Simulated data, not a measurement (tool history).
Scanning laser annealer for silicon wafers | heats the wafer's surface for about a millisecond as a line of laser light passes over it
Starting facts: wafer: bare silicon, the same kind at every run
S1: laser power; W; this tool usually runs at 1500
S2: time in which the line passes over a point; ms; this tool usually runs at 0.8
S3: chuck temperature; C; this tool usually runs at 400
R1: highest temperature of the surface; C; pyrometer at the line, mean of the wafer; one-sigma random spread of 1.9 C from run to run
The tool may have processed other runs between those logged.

{"run": 1, "day": 0.0, "S1": 1500, "S2": 0.8, "S3": 400, "R1": 1150}
{"run": 2, "day": 0.267, "S1": 1500, "S2": 0.862, "S3": 400, "R1": 1175}
{"run": 3, "day": 0.562, "S1": 1500, "S2": 0.8, "S3": 385, "R1": 1133}
{"run": 4, "day": 0.9, "S1": 1500, "S2": 0.8, "S3": 400, "R1": 1149}
{"run": 5, "day": 1.3, "S1": 1500, "S2": 0.8, "S3": 400, "R1": 1147}
{"run": 6, "day": 1.617, "S1": 1394, "S2": 0.8, "S3": 400, "R1": 1085}
{"run": 7, "day": 1.917, "S1": 1500, "S2": 0.8, "S3": 400, "R1": 1145}
{"run": 8, "day": 2.104, "S1": 1500, "S2": 0.8, "S3": 400, "R1": 1147}
{"run": 9, "day": 2.5, "S1": 1500, "S2": 0.8, "S3": 400, "R1": 1144}
{"run": 10, "day": 2.688, "S1": 1500, "S2": 0.711, "S3": 400, "R1": 1104}
{"day": 2.992, "done": "optics aligned, line set to its width"}
{"run": 11, "day": 3.3, "S1": 1296, "S2": 0.823, "S3": 417, "R1": 1066}
{"run": 12, "day": 3.533, "S1": 1296, "S2": 0.844, "S3": 417, "R1": 1072}
{"run": 13, "day": 3.721, "S1": 1500, "S2": 0.8, "S3": 419, "R1": 1188}
{"run": 14, "day": 4.125, "S1": 1532, "S2": 0.8, "S3": 409, "R1": 1196}
{"run": 15, "day": 4.475, "S1": 1500, "S2": 0.8, "S3": 435, "R1": 1202}
{"run": 16, "day": 4.658, "S1": 1319, "S2": 0.563, "S3": 395, "R1": 951}
{"run": 17, "day": 5.083, "S1": 1319, "S2": 0.563, "S3": 395, "R1": 953}
{"run": 18, "day": 5.488, "S1": 1500, "S2": 0.567, "S3": 433, "R1": 1085}
{"run": 19, "day": 5.771, "S1": 1500, "S2": 0.852, "S3": 433, "R1": 1222}
{"run": 20, "day": 6.1, "S1": 1500, "S2": 0.852, "S3": 433, "R1": 1221}

Had the tool no unlogged condition, and each run kept its random variation, what would the results have been?
The hidden state here: light that passes the window, % of a clean one's; laser's true power over the reading, %; width of the line over the set one, %; drift of the gauge itself on peak_c, C.
run=1 R1=1191
run=2 R1=1218
run=3 R1=1174
run=4 R1=1190
run=5 R1=1189
run=6 R1=1123
run=7 R1=1187
run=8 R1=1189
run=9 R1=1186
run=10 R1=1144
run=11 R1=1084
run=12 R1=1091
run=13 R1=1211
run=14 R1=1219
run=15 R1=1224
run=16 R1=967
run=17 R1=970
run=18 R1=1105
run=19 R1=1246
run=20 R1=1245
